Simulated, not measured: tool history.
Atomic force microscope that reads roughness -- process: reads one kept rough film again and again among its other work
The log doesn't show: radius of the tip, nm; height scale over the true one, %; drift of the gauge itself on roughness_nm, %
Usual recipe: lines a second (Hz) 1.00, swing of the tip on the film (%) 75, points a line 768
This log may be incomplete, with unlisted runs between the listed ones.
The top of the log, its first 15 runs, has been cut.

run,hour,lines a second (Hz),swing of the tip on the film (%),points a line,pictures with this tip,hours of work since the height scale was calibrated,roughness of the kept film (nm (root mean square))
16,134.3,1.00,79,768,77,293,1.404
17,140.5,1.00,79,768,89,296,1.405
18,147.6,1.00,79,768,102,300,1.388
19,156.0,1.00,75,768,118,305,1.400
20,161.3,1.00,75,807,128,308,1.394
# hour 173.1: new tip fitted
21,173.3,0.67,75,676,0,315,1.453
22,181.4,1.13,70,813,15,319,1.439
23,189.6,1.13,70,813,31,324,1.428
24,195.8,1.13,70,813,43,328,1.420
25,202.3,1.13,70,813,55,332,1.418
26,214.7,2.56,82,294,79,339,1.272
27,226.5,0.70,68,389,101,346,1.425
28,235.0,0.70,68,389,117,350,1.413
29,246.2,0.72,71,800,139,357,1.419
# hour 252.1: new tip fitted
30,257.2,1.91,75,973,9,363,1.383
31,269.1,2.34,70,276,32,370,1.378
32,281.8,1.42,75,747,56,377,1.402
33,291.8,1.00,57,807,75,383,1.451
34,301.1,1.00,75,442,93,388,1.412
35,308.1,1.00,75,442,106,392,1.404
36,313.8,3.06,87,470,117,396,1.189
37,320.3,3.06,87,470,129,400,1.177
38,328.3,3.06,87,470,145,404,1.185
# hour 331.0: new tip fitted
39,335.2,1.00,81,661,8,408,1.412
40,345.7,1.00,81,661,28,414,1.410

Predict each of these 4 candidate next runs independently; none follows another, all start after run 40:
A,358.5,1.74,64,661,52,421,?
B,358.5,1.00,63,449,52,421,?
C,358.5,1.00,75,264,52,421,?
D,358.5,1.00,75,516,52,421,?

run,roughness of the kept film (nm (root mean square))
A,1.424
B,1.438
C,1.416
D,1.407
Without the tool's unlogged condition, the same runs would have read:
run,roughness of the kept film (nm (root mean square))
A,1.448
B,1.462
C,1.440
D,1.431
